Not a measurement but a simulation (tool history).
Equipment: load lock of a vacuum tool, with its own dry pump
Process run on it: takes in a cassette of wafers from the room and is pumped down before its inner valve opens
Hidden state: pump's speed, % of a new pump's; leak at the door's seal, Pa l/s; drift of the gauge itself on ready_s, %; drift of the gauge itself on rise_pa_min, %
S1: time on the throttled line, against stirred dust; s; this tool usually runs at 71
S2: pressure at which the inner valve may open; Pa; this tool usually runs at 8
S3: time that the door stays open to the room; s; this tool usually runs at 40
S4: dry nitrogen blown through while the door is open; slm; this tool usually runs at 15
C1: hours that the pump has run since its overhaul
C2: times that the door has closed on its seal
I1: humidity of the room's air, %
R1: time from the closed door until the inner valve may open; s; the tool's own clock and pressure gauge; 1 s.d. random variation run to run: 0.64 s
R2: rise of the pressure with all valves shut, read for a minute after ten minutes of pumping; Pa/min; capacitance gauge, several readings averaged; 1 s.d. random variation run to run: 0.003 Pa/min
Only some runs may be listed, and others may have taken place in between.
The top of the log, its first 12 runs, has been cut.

{"run": 13, "day": 103.617, "S1": 71, "S2": 8, "S3": 27, "S4": 15, "C1": 6542, "C2": 11010, "I1": 46.9, "R1": 116.1, "R2": 0.242}
{"run": 14, "day": 115.083, "S1": 71, "S2": 8, "S3": 27, "S4": 15, "C1": 6818, "C2": 12228, "I1": 44.6, "R1": 116.8, "R2": 0.274}
{"run": 15, "day": 122.696, "S1": 71, "S2": 8, "S3": 27, "S4": 15, "C1": 7000, "C2": 13037, "I1": 43.2, "R1": 116.2, "R2": 0.298}
{"run": 16, "day": 133.096, "S1": 71, "S2": 12, "S3": 27, "S4": 15, "C1": 7250, "C2": 14142, "I1": 48, "R1": 114, "R2": 0.347}
{"run": 17, "day": 143.967, "S1": 71, "S2": 12, "S3": 27, "S4": 15, "C1": 7511, "C2": 15297, "I1": 41.4, "R1": 114.5, "R2": 0.374}
{"run": 18, "day": 155.192, "S1": 71, "S2": 8, "S3": 40, "S4": 15, "C1": 7780, "C2": 16490, "I1": 45.1, "R1": 116.2, "R2": 0.424}
{"run": 19, "day": 166.25, "S1": 71, "S2": 8, "S3": 191, "S4": 15, "C1": 8046, "C2": 17665, "I1": 44.4, "R1": 116.3, "R2": 0.477}
{"run": 20, "day": 177.679, "S1": 71, "S2": 8, "S3": 191, "S4": 15, "C1": 8320, "C2": 18880, "I1": 43.3, "R1": 116.9, "R2": 0.535}
{"run": 21, "day": 182.533, "S1": 71, "S2": 14, "S3": 191, "S4": 9, "C1": 8436, "C2": 19395, "I1": 47.1, "R1": 114.4, "R2": 0.558}
{"run": 22, "day": 192.262, "S1": 71, "S2": 13, "S3": 75, "S4": 9, "C1": 8670, "C2": 20429, "I1": 43.4, "R1": 113.9, "R2": 0.581}
{"run": 23, "day": 199.617, "S1": 71, "S2": 13, "S3": 168, "S4": 35, "C1": 8846, "C2": 21211, "I1": 47.3, "R1": 114.3, "R2": 0.622}
{"run": 24, "day": 210.308, "S1": 71, "S2": 13, "S3": 168, "S4": 35, "C1": 9103, "C2": 22347, "I1": 43.5, "R1": 114.5, "R2": 0.665}
{"day": 221.867, "done": "door's seal changed, seat wiped"}
{"run": 25, "day": 221.867, "S1": 71, "S2": 13, "S3": 168, "S4": 35, "C1": 9379, "C2": 0, "I1": 42.1, "R1": 114.5, "R2": 0.034}
{"run": 26, "day": 227.379, "S1": 71, "S2": 13, "S3": 168, "S4": 25, "C1": 9511, "C2": 586, "I1": 48, "R1": 115.6, "R2": 0.045}
{"run": 27, "day": 233.938, "S1": 71, "S2": 11, "S3": 40, "S4": 15, "C1": 9669, "C2": 1283, "I1": 47, "R1": 115, "R2": 0.045}
{"run": 28, "day": 241.129, "S1": 71, "S2": 11, "S3": 40, "S4": 15, "C1": 9841, "C2": 2047, "I1": 43.8, "R1": 115.6, "R2": 0.049}
{"run": 29, "day": 251.579, "S1": 56, "S2": 10, "S3": 40, "S4": 19, "C1": 10092, "C2": 3158, "I1": 43.4, "R1": 102.8, "R2": 0.061}
{"run": 30, "day": 258.45, "S1": 71, "S2": 9, "S3": 40, "S4": 15, "C1": 10257, "C2": 3888, "I1": 43.9, "R1": 118.6, "R2": 0.083}
{"run": 31, "day": 267.679, "S1": 111, "S2": 8, "S3": 107, "S4": 13, "C1": 10478, "C2": 4868, "I1": 47, "R1": 153, "R2": 0.106}
{"run": 32, "day": 276.742, "S1": 71, "S2": 16, "S3": 28, "S4": 15, "C1": 10696, "C2": 5831, "I1": 43.8, "R1": 113.3, "R2": 0.11}
{"run": 33, "day": 288.317, "S1": 71, "S2": 16, "S3": 28, "S4": 15, "C1": 10974, "C2": 7061, "I1": 44.9, "R1": 114.7, "R2": 0.132}
{"run": 34, "day": 299.429, "S1": 71, "S2": 10, "S3": 28, "S4": 10, "C1": 11240, "C2": 8242, "I1": 46.3, "R1": 115.3, "R2": 0.158}
{"run": 35, "day": 306.804, "S1": 71, "S2": 10, "S3": 28, "S4": 10, "C1": 11417, "C2": 9026, "I1": 44.4, "R1": 118.1, "R2": 0.183}
{"run": 36, "day": 315.371, "S1": 65, "S2": 10, "S3": 41, "S4": 10, "C1": 11623, "C2": 9936, "I1": 45.4, "R1": 112.4, "R2": 0.199}

Each row is a separate what-if for the run after 36, all from the same tool condition, not one after another. Results?
{"run": "A", "day": 323.662, "S1": 82, "S2": 10, "S3": 45, "S4": 10, "C1": 11822, "C2": 10817, "I1": 44.4, "R1": "?", "R2": "?"}
{"run": "B", "day": 323.662, "S1": 140, "S2": 10, "S3": 85, "S4": 9, "C1": 11822, "C2": 10817, "I1": 46.7, "R1": "?", "R2": "?"}
{"run": "C", "day": 323.662, "S1": 65, "S2": 10, "S3": 41, "S4": 27, "C1": 11822, "C2": 10817, "I1": 45.5, "R1": "?", "R2": "?"}
{"run": "D", "day": 323.662, "S1": 71, "S2": 10, "S3": 27, "S4": 15, "C1": 11822, "C2": 10817, "I1": 44.6, "R1": "?", "R2": "?"}
{"run": "E", "day": 323.662, "S1": 38, "S2": 10, "S3": 41, "S4": 10, "C1": 11822, "C2": 10817, "I1": 46.2, "R1": "?", "R2": "?"}

run=A R1=127.8 R2=0.231
run=B R1=178 R2=0.236
run=C R1=111.6 R2=0.218
run=D R1=118.3 R2=0.221
run=E R1=88.4 R2=0.222
Stripped of hidden state, with their random variation kept, the same runs would have yielded:
run=A R1=122.3 R2=0.034
run=B R1=173.3 R2=0.039
run=C R1=105.8 R2=0.02
run=D R1=112.6 R2=0.021
run=E R1=82.3 R2=0.025

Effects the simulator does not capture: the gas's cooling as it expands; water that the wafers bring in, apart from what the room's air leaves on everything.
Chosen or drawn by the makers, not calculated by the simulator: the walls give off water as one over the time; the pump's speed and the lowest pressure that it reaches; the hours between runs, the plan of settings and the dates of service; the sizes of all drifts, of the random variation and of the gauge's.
